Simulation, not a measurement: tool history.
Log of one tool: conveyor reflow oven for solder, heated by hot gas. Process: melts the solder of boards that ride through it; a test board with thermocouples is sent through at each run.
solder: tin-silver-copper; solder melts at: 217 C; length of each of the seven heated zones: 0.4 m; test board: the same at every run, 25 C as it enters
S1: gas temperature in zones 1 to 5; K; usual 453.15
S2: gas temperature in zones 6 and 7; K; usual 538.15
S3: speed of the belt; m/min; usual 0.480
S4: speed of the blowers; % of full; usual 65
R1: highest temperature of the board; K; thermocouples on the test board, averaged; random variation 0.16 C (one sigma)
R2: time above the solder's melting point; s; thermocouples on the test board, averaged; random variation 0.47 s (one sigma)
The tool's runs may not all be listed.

run   hour      S1      S2     S3  S4      R1    R2
  1    0.0  453.15  538.15  0.480  65  525.45  77.0
  2   20.8  453.15  538.15  0.480  65  524.35  77.2
  3   45.5  453.15  538.15  0.480  65  523.95  77.5
  4   76.5  453.15  538.15  0.480  65  524.45  77.2
  5  114.1  453.15  538.15  0.480  65  524.15  77.2
  6  141.3  453.15  538.15  0.480  65  524.15  77.1
  7  174.3  453.15  538.15  0.551  65  519.85  62.1
  8  193.9  441.15  546.15  0.415  69  533.95  93.8
  9  229.9  460.15  538.15  0.534  65  522.15  69.5
 10  256.2  453.15  532.15  0.426  84  524.55  90.5
 11  274.1  443.15  532.15  0.450  84  521.85  76.7

Not shown: 3 entries that the log had between the listed runs. Between which runs, and how does the tool's hidden state differ before and after?
Between runs 1 and 2: thermocouples of zones 6 and 7 changed (hour 20.8)
  heat that the gas passes to the board, % of a clean oven's: 97.7 -> 97.4; belt's true speed, % of the reading: 100.06 -> 100.04; true gas temperature in zones 6 and 7 over the reading, C: 1.03 -> 0.1
  measured less the result without the state, R1: +0.40 -> -0.40 K; R2: +0.2 -> -0.6 s
Between runs 7 and 8: belt drive overhauled, speed set with a stopwatch (hour 180.4)
  heat that the gas passes to the board, % of a clean oven's: 94.2 -> 93.9; belt's true speed, % of the reading: 99.82 -> 99.78; true gas temperature in zones 6 and 7 over the reading, C: 0.23 -> 0.25
  measured less the result without the state, R1: -1.10 -> -0.90 K; R2: -1.4 -> -0.8 s
Between runs 9 and 10: flux residue cleaned out of gas plates and filters (hour 239.7)
  heat that the gas passes to the board, % of a clean oven's: 93.2 -> 99.2; belt's true speed, % of the reading: 99.73 -> 99.7; true gas temperature in zones 6 and 7 over the reading, C: 0.28 -> 0.29
  measured less the result without the state, R1: -1.10 -> +0.20 K; R2: -1.3 -> +0.4 s

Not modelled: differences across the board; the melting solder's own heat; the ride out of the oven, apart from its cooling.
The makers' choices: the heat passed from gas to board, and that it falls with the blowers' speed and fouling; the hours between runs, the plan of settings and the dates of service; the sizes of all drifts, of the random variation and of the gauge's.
